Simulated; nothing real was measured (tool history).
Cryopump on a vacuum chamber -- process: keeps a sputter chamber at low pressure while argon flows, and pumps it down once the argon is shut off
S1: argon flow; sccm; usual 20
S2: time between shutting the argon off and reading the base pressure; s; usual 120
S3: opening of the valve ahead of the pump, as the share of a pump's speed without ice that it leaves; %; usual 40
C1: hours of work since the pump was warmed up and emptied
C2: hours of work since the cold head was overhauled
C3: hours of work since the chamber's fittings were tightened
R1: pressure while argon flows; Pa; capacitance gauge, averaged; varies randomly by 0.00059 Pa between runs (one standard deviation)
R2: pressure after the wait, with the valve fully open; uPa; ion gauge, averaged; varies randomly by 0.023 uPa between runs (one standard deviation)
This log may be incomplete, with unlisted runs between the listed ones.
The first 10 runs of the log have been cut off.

run	hour	S1	S2	S3	C1	C2	C3	R1	R2
11	617.7	12	120	40	215	2676	457	0.0514	1.27
12	659.9	20	120	40	251	2712	493	0.0868	1.35
# hour 728.2: pump warmed up, emptied and cooled again
13	739.1	20	120	40	9	2775	556	0.0781	1.23
14	800.7	20	120	40	62	2827	609	0.0803	1.28
15	863.1	20	60	40	115	2881	662	0.0811	1.83
16	939.0	20	60	40	180	2945	727	0.0853	2.02
17	978.5	11	60	40	213	2979	760	0.0484	2.05
18	1020.0	32	120	21	249	3014	796	0.2502	1.73
19	1071.4	32	120	21	292	3058	839	0.2558	1.82
# hour 1087.3: pump warmed up, emptied and cooled again
20	1140.7	32	120	21	45	3113	894	0.2391	1.50
21	1204.7	28	26	21	100	3167	949	0.2116	3.23
22	1257.6	28	26	21	145	3212	994	0.2129	3.44
23	1294.4	28	26	21	176	3244	1025	0.2166	3.55
24	1367.7	28	26	21	239	3306	1088	0.2207	3.60
25	1403.4	11	229	48	269	3337	1118	0.0428	1.92
# hour 1448.5: pump warmed up, emptied and cooled again
26	1475.2	22	120	24	23	3394	1175	0.1413	1.74
27	1514.4	22	195	24	56	3427	1208	0.1452	1.56
28	1585.5	22	195	24	117	3488	1269	0.1473	1.75
29	1643.2	10	62	43	166	3537	1318	0.0390	2.47
30	1710.9	18	128	43	224	3594	1376	0.0735	2.17
31	1758.9	23	164	46	264	3635	1417	0.0918	2.28
# hour 1809.2: pump warmed up, emptied and cooled again
32	1817.3	31	106	45	7	3681	1462	0.1072	2.01
33	1870.0	22	88	28	52	3726	1507	0.1230	2.24

Each row is a separate what-if for the run after 33, all from the same tool condition, not one after another. Results?
A	1941.6	22	88	25	113	3787	1568	?	?
B	1941.6	21	88	20	113	3787	1568	?	?
C	1941.6	11	88	28	113	3787	1568	?	?
D	1941.6	20	46	21	113	3787	1568	?	?

run	R1	R2
A	0.1415	2.39
B	0.1648	2.33
C	0.0627	2.38
D	0.1524	2.94
Stripped of hidden state, with their random variation kept, the same runs would have yielded:
run	R1	R2
A	0.1355	0.93
B	0.1591	0.89
C	0.0597	0.90
D	0.1469	1.47

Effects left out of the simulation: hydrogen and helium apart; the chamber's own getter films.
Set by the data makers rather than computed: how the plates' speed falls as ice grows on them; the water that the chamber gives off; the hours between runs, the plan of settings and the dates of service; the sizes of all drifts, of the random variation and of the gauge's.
